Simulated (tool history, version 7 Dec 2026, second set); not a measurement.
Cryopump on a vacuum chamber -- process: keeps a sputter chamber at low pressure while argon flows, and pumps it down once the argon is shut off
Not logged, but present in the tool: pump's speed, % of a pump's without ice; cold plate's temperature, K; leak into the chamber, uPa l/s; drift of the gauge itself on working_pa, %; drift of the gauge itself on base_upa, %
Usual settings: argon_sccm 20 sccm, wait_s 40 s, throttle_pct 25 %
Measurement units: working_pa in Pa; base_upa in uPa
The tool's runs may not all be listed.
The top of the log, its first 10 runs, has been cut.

| run | hour | argon_sccm | wait_s | throttle_pct | hours of work since the pump was warmed up and emptied | hours of work since the cold head was overhauled | hours of work since the chamber's fittings were tightened | working_pa | base_upa |
|---|---|---|---|---|---|---|---|---|---|
| 11 | 125.2 | 20 | 29 | 25 | 276 | 276 | 1086 | 0.0575 | 3.14 |
| 12 | 133.4 | 20 | 29 | 25 | 279 | 279 | 1090 | 0.0575 | 3.20 |
| 13 | 144.8 | 20 | 40 | 49 | 284 | 284 | 1095 | 0.0294 | 2.55 |
| 14 | 159.3 | 20 | 40 | 49 | 290 | 290 | 1101 | 0.0296 | 2.59 |
| 15 | 166.5 | 20 | 40 | 49 | 294 | 294 | 1104 | 0.0298 | 2.55 |
| 16 | 173.8 | 20 | 40 | 49 | 297 | 297 | 1107 | 0.0296 | 2.55 |
| 17 | 189.0 | 20 | 40 | 49 | 303 | 303 | 1114 | 0.0296 | 2.62 |
| 18 | 203.1 | 13 | 40 | 25 | 309 | 309 | 1120 | 0.0373 | 2.60 |
| 19 | 213.5 | 9 | 40 | 25 | 314 | 314 | 1124 | 0.0258 | 2.60 |
| 20 | 226.9 | 9 | 40 | 25 | 320 | 320 | 1130 | 0.0260 | 2.60 |
| 21 | 240.0 | 14 | 40 | 17 | 325 | 325 | 1136 | 0.0588 | 2.68 |
| 22 | 254.3 | 10 | 226 | 39 | 332 | 332 | 1142 | 0.0187 | 1.48 |
| 23 | 262.5 | 39 | 226 | 39 | 335 | 335 | 1146 | 0.0728 | 1.45 |
| 24 | 273.2 | 39 | 226 | 39 | 340 | 340 | 1150 | 0.0726 | 1.43 |
| 25 | 280.6 | 12 | 145 | 25 | 343 | 343 | 1153 | 0.0346 | 1.62 |
| 26 | 297.8 | 13 | 33 | 25 | 350 | 350 | 1161 | 0.0374 | 2.95 |
| 27 | 306.7 | 19 | 31 | 18 | 354 | 354 | 1165 | 0.0753 | 3.05 |
| 28 | 314.4 | 19 | 31 | 18 | 358 | 358 | 1168 | 0.0756 | 3.03 |
| 29 | 322.1 | 20 | 153 | 25 | 361 | 361 | 1171 | 0.0576 | 1.60 |
| 30 | 329.2 | 9 | 153 | 33 | 364 | 364 | 1174 | 0.0199 | 1.59 |
| 31 | 344.4 | 9 | 153 | 33 | 370 | 370 | 1181 | 0.0197 | 1.59 |

Consider 4 possible next runs. They are alternatives, not a sequence: every one starts from the tool as it was left by run 31. What does each give?
| A | 359.1 | 10 | 177 | 28 | 377 | 377 | 1187 | ? | ? |
| B | 359.1 | 9 | 21 | 33 | 377 | 377 | 1187 | ? | ? |
| C | 359.1 | 36 | 52 | 16 | 377 | 377 | 1187 | ? | ? |
| D | 359.1 | 31 | 162 | 25 | 377 | 377 | 1187 | ? | ? |

| run | working_pa | base_upa |
|---|---|---|
| A | 0.0259 | 1.54 |
| B | 0.0198 | 3.94 |
| C | 0.1609 | 2.31 |
| D | 0.0889 | 1.55 |
Had the tool no hidden state, the same runs would have come out as:
| run | working_pa | base_upa |
|---|---|---|
| A | 0.0254 | 0.45 |
| B | 0.0193 | 2.86 |
| C | 0.1590 | 1.23 |
| D | 0.0873 | 0.46 |

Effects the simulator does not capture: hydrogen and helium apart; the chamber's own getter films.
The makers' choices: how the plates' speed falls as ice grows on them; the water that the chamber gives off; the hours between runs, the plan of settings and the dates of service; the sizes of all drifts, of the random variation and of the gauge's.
